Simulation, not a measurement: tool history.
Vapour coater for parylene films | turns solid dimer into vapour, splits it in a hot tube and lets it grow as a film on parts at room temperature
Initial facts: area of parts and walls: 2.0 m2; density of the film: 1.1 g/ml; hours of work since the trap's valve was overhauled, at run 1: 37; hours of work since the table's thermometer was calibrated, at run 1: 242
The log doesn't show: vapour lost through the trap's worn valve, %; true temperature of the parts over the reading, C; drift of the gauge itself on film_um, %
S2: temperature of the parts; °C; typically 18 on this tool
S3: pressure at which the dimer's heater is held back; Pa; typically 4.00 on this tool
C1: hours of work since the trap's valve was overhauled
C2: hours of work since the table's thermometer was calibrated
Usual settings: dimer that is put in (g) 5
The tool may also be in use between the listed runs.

{"run": 1, "hour": 0.0, "dimer that is put in (g)": 5, "S2": 18, "S3": 4.0, "C1": 37, "C2": 242, "thickness of the film (nm)": 1130}
{"run": 2, "hour": 20.0, "dimer that is put in (g)": 5, "S2": 18, "S3": 4.0, "C1": 46, "C2": 251, "thickness of the film (nm)": 1125}
{"run": 3, "hour": 36.2, "dimer that is put in (g)": 5, "S2": 18, "S3": 6.47, "C1": 53, "C2": 258, "thickness of the film (nm)": 1008}
{"run": 4, "hour": 48.4, "dimer that is put in (g)": 6, "S2": 18, "S3": 4.0, "C1": 59, "C2": 263, "thickness of the film (nm)": 1354}
{"run": 5, "hour": 72.2, "dimer that is put in (g)": 6, "S2": 18, "S3": 4.0, "C1": 69, "C2": 274, "thickness of the film (nm)": 1353}
{"run": 6, "hour": 90.5, "dimer that is put in (g)": 6, "S2": 18, "S3": 4.0, "C1": 77, "C2": 282, "thickness of the film (nm)": 1353}
{"run": 7, "hour": 109.5, "dimer that is put in (g)": 5, "S2": 18, "S3": 4.0, "C1": 86, "C2": 290, "thickness of the film (nm)": 1125}
{"run": 8, "hour": 128.1, "dimer that is put in (g)": 5, "S2": 18, "S3": 4.0, "C1": 94, "C2": 298, "thickness of the film (nm)": 1119}
{"run": 9, "hour": 142.8, "dimer that is put in (g)": 5, "S2": 18, "S3": 4.0, "C1": 100, "C2": 305, "thickness of the film (nm)": 1122}
{"run": 10, "hour": 167.3, "dimer that is put in (g)": 5, "S2": 11, "S3": 4.0, "C1": 111, "C2": 315, "thickness of the film (nm)": 1448}
{"run": 11, "hour": 185.6, "dimer that is put in (g)": 5, "S2": 11, "S3": 4.0, "C1": 119, "C2": 324, "thickness of the film (nm)": 1447}
{"run": 12, "hour": 199.4, "dimer that is put in (g)": 5, "S2": 11, "S3": 4.0, "C1": 125, "C2": 330, "thickness of the film (nm)": 1449}
{"run": 13, "hour": 220.5, "dimer that is put in (g)": 5, "S2": 11, "S3": 2.36, "C1": 135, "C2": 339, "thickness of the film (nm)": 1650}
{"run": 14, "hour": 232.6, "dimer that is put in (g)": 5, "S2": 11, "S3": 2.36, "C1": 140, "C2": 344, "thickness of the film (nm)": 1641}
{"run": 15, "hour": 252.0, "dimer that is put in (g)": 5, "S2": 11, "S3": 2.36, "C1": 148, "C2": 353, "thickness of the film (nm)": 1631}
{"run": 16, "hour": 265.8, "dimer that is put in (g)": 5, "S2": 11, "S3": 2.36, "C1": 154, "C2": 359, "thickness of the film (nm)": 1632}
{"run": 17, "hour": 282.6, "dimer that is put in (g)": 5, "S2": 11, "S3": 2.36, "C1": 162, "C2": 366, "thickness of the film (nm)": 1636}
{"run": 18, "hour": 293.3, "dimer that is put in (g)": 5, "S2": 19, "S3": 4.0, "C1": 167, "C2": 371, "thickness of the film (nm)": 1058}
{"run": 19, "hour": 314.2, "dimer that is put in (g)": 5, "S2": 19, "S3": 4.0, "C1": 176, "C2": 380, "thickness of the film (nm)": 1062}
{"run": 20, "hour": 325.1, "dimer that is put in (g)": 5, "S2": 19, "S3": 4.0, "C1": 181, "C2": 385, "thickness of the film (nm)": 1063}
{"run": 21, "hour": 349.7, "dimer that is put in (g)": 5, "S2": 19, "S3": 4.0, "C1": 191, "C2": 396, "thickness of the film (nm)": 1057}
{"run": 22, "hour": 374.9, "dimer that is put in (g)": 5, "S2": 19, "S3": 4.0, "C1": 203, "C2": 407, "thickness of the film (nm)": 1051}
{"run": 23, "hour": 398.9, "dimer that is put in (g)": 5, "S2": 19, "S3": 4.0, "C1": 213, "C2": 417, "thickness of the film (nm)": 1050}
{"run": 24, "hour": 421.5, "dimer that is put in (g)": 5, "S2": 19, "S3": 4.0, "C1": 223, "C2": 427, "thickness of the film (nm)": 1057}
{"run": 25, "hour": 446.8, "dimer that is put in (g)": 5, "S2": 30, "S3": 7.17, "C1": 234, "C2": 439, "thickness of the film (nm)": 598}
{"run": 26, "hour": 468.4, "dimer that is put in (g)": 5, "S2": 30, "S3": 7.17, "C1": 244, "C2": 448, "thickness of the film (nm)": 604}
{"run": 27, "hour": 484.4, "dimer that is put in (g)": 5, "S2": 22, "S3": 4.81, "C1": 251, "C2": 455, "thickness of the film (nm)": 891}
{"run": 28, "hour": 502.0, "dimer that is put in (g)": 5, "S2": 22, "S3": 4.81, "C1": 259, "C2": 463, "thickness of the film (nm)": 893}
{"run": 29, "hour": 517.9, "dimer that is put in (g)": 5, "S2": 22, "S3": 4.81, "C1": 266, "C2": 470, "thickness of the film (nm)": 889}
{"run": 30, "hour": 537.3, "dimer that is put in (g)": 5, "S2": 25, "S3": 5.15, "C1": 274, "C2": 479, "thickness of the film (nm)": 793}
{"run": 31, "hour": 561.5, "dimer that is put in (g)": 6, "S2": 11, "S3": 5.15, "C1": 285, "C2": 489, "thickness of the film (nm)": 1594}
{"run": 32, "hour": 583.3, "dimer that is put in (g)": 7, "S2": 12, "S3": 3.44, "C1": 294, "C2": 499, "thickness of the film (nm)": 1951}
{"run": 33, "hour": 602.4, "dimer that is put in (g)": 4, "S2": 18, "S3": 4.0, "C1": 303, "C2": 507, "thickness of the film (nm)": 856}
{"run": 34, "hour": 614.6, "dimer that is put in (g)": 4, "S2": 18, "S3": 4.0, "C1": 308, "C2": 513, "thickness of the film (nm)": 862}
{"run": 35, "hour": 632.0, "dimer that is put in (g)": 6, "S2": 23, "S3": 3.5, "C1": 316, "C2": 520, "thickness of the film (nm)": 1099}
{"run": 36, "hour": 652.8, "dimer that is put in (g)": 6, "S2": 11, "S3": 6.12, "C1": 325, "C2": 529, "thickness of the film (nm)": 1515}
{"run": 37, "hour": 669.1, "dimer that is put in (g)": 6, "S2": 11, "S3": 6.12, "C1": 332, "C2": 537, "thickness of the film (nm)": 1498}
{"run": 38, "hour": 681.8, "dimer that is put in (g)": 6, "S2": 26, "S3": 6.12, "C1": 338, "C2": 542, "thickness of the film (nm)": 859}
{"run": 39, "hour": 705.4, "dimer that is put in (g)": 5, "S2": 14, "S3": 2.65, "C1": 348, "C2": 553, "thickness of the film (nm)": 1359}
{"run": 40, "hour": 721.8, "dimer that is put in (g)": 8, "S2": 26, "S3": 3.35, "C1": 355, "C2": 560, "thickness of the film (nm)": 1315}
{"run": 41, "hour": 741.7, "dimer that is put in (g)": 5, "S2": 11, "S3": 3.83, "C1": 364, "C2": 569, "thickness of the film (nm)": 1391}
{"hour": 751.2, "done": "trap's valve overhauled"}
{"run": 42, "hour": 759.6, "dimer that is put in (g)": 5, "S2": 29, "S3": 2.21, "C1": 4, "C2": 575, "thickness of the film (nm)": 862}
{"run": 43, "hour": 782.1, "dimer that is put in (g)": 4, "S2": 17, "S3": 4.0, "C1": 14, "C2": 585, "thickness of the film (nm)": 941}
{"run": 44, "hour": 807.2, "dimer that is put in (g)": 2, "S2": 26, "S3": 4.0, "C1": 25, "C2": 596, "thickness of the film (nm)": 336}
{"run": 45, "hour": 827.5, "dimer that is put in (g)": 2, "S2": 26, "S3": 4.0, "C1": 34, "C2": 605, "thickness of the film (nm)": 329}
{"run": 46, "hour": 841.7, "dimer that is put in (g)": 4, "S2": 15, "S3": 3.15, "C1": 40, "C2": 611, "thickness of the film (nm)": 1070}
{"run": 47, "hour": 853.6, "dimer that is put in (g)": 4, "S2": 15, "S3": 3.15, "C1": 45, "C2": 616, "thickness of the film (nm)": 1071}

What differs in the tool's unlogged condition from the final listed run ahead of each entry between runs to the first listed run following it?
After run 41, before run 42: trap's valve overhauled (hour 751.2)
  vapour lost through the trap's worn valve, %: 6.9 -> 0.5
  the result without the hidden state subtracted from the measured one, thickness of the film (nm): -115 -> -11
